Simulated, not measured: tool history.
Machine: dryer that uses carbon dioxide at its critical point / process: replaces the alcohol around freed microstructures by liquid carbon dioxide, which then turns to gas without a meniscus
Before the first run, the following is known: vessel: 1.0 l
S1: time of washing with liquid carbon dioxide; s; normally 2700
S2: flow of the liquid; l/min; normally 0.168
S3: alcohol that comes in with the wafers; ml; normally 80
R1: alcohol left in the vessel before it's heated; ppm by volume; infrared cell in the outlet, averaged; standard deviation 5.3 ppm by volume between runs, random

Run 1, day 0: usual settings. Result: R1 370 ppm by volume.
Run 2, day 1.088: usual settings. Result: R1 390 ppm by volume.
Run 3, day 1.821: usual settings. Result: R1 375 ppm by volume.
Run 4, day 2.371: usual settings. Result: R1 397 ppm by volume.
Run 5, day 3.058: usual settings but S1 2760 s. Result: R1 378 ppm by volume.
Run 6, day 3.633: usual settings but S1 2760 s. Result: R1 368 ppm by volume.
Run 7, day 4.375: usual settings. Result: R1 424 ppm by volume.
Run 8, day 5.525: usual settings. Result: R1 437 ppm by volume.
Run 9, day 6.558: usual settings. Result: R1 464 ppm by volume.
Run 10, day 7.021: usual settings but S1 2580 s. Result: R1 536 ppm by volume.
Run 11, day 8.162: usual settings but S1 2580 s. Result: R1 545 ppm by volume.
Run 12, day 8.633: usual settings but S1 2580 s. Result: R1 558 ppm by volume.
Run 13, day 9.167: usual settings but S3 40 ml. Result: R1 356 ppm by volume.
Run 14, day 10.2: usual settings. Result: R1 501 ppm by volume.
Run 15, day 10.733: usual settings. Result: R1 512 ppm by volume.
Run 16, day 11.608: usual settings but S1 1920 s. Result: R1 1708 ppm by volume.
Run 17, day 12.112: usual settings but S1 1920 s. Result: R1 1707 ppm by volume.
Run 18, day 12.596: usual settings. Result: R1 528 ppm by volume.
Run 19, day 13.408: usual settings. Result: R1 550 ppm by volume.
Run 20, day 13.954: usual settings. Result: R1 552 ppm by volume.
Run 21, day 14.817: usual settings but S2 0.193 l/min. Result: R1 364 ppm by volume.
Run 22, day 15.317: usual settings but S2 0.193 l/min. Result: R1 389 ppm by volume.
Run 23, day 15.867: usual settings but S2 0.193 l/min. Result: R1 383 ppm by volume.
Run 24, day 16.7: usual settings but S2 0.193 l/min. Result: R1 402 ppm by volume.
Run 25, day 17.696: usual settings but S1 4320 s, S2 0.248 l/min, S3 42 ml. Result: R1 240 ppm by volume.
Run 26, day 18.838: usual settings but S1 1680 s, S2 0.13 l/min. Result: R1 6503 ppm by volume.
At day 18.988: inlet filter changed.
Run 27, day 19.388: usual settings but S1 1680 s, S2 0.13 l/min. Result: R1 3958 ppm by volume.
Run 28, day 20.258: usual settings but S1 1680 s, S3 22 ml. Result: R1 655 ppm by volume.
Run 29, day 20.979: usual settings but S3 63 ml. Result: R1 378 ppm by volume.
Run 30, day 21.946: usual settings but S2 0.22 l/min, S3 22 ml. Result: R1 276 ppm by volume.
Run 31, day 23.033: usual settings but S2 0.22 l/min, S3 22 ml. Result: R1 284 ppm by volume.
Run 32, day 23.854: usual settings but S1 4080 s, S2 0.22 l/min, S3 22 ml. Result: R1 289 ppm by volume.
Run 33, day 24.408: usual settings but S1 3780 s, S2 0.285 l/min, S3 24 ml. Result: R1 291 ppm by volume.
At day 25.212: purifier's bed changed.
Run 34, day 25.254: usual settings but S1 2820 s. Result: R1 112 ppm by volume.
Run 35, day 26.3: usual settings but S1 4020 s, S2 0.21 l/min, S3 29 ml. Result: R1 16 ppm by volume.
Run 36, day 26.896: usual settings but S1 4020 s, S2 0.21 l/min, S3 29 ml. Result: R1 17 ppm by volume.
Run 37, day 27.512: usual settings but S1 4020 s, S2 0.21 l/min, S3 86 ml. Result: R1 15 ppm by volume.
Run 38, day 28.604: usual settings but S1 4020 s, S2 0.21 l/min, S3 86 ml. Result: R1 30 ppm by volume.
Run 39, day 29.442: usual settings but S1 1860 s, S2 0.262 l/min, S3 53 ml. Result: R1 78 ppm by volume.
Run 40, day 30.329: usual settings but S1 1860 s, S2 0.262 l/min, S3 53 ml. Result: R1 87 ppm by volume.
Run 41, day 30.858: usual settings but S1 1860 s, S2 0.262 l/min, S3 57 ml. Result: R1 82 ppm by volume.
Run 42, day 31.838: usual settings but S1 1860 s, S2 0.245 l/min, S3 57 ml. Result: R1 142 ppm by volume.
Run 43, day 32.488: usual settings but S1 4020 s, S2 0.151 l/min, S3 62 ml. Result: R1 59 ppm by volume.
Run 44, day 33.521: usual settings but S1 4140 s, S2 0.254 l/min, S3 27 ml. Result: R1 43 ppm by volume.
Run 45, day 34.379: usual settings but S1 1680 s, S2 0.132 l/min. Result: R1 4328 ppm by volume.
Run 46, day 35.321: usual settings but S1 1680 s, S2 0.207 l/min, S3 110 ml. Result: R1 1060 ppm by volume.
Run 47, day 36.183: usual settings but S1 2640 s, S2 0.255 l/min, S3 53 ml. Result: R1 65 ppm by volume.

Forecast each of these 4 alternatives for the next run:
Run A, day 37: usual settings but S1 2160 s. Result: R1 ?.
Run B, day 37: usual settings but S1 2640 s, S2 0.165 l/min, S3 88 ml. Result: R1 ?.
Run C, day 37: usual settings but S2 0.115 l/min. Result: R1 ?.
Run D, day 37: usual settings but S1 2640 s, S2 0.15 l/min, S3 50 ml. Result: R1 ?.

run    R1
  A   743
  B   348
  C  1531
  D   337
Without the tool's unlogged condition, the same runs would have read:
run    R1
  A   443
  B   171
  C  1020
  D   172
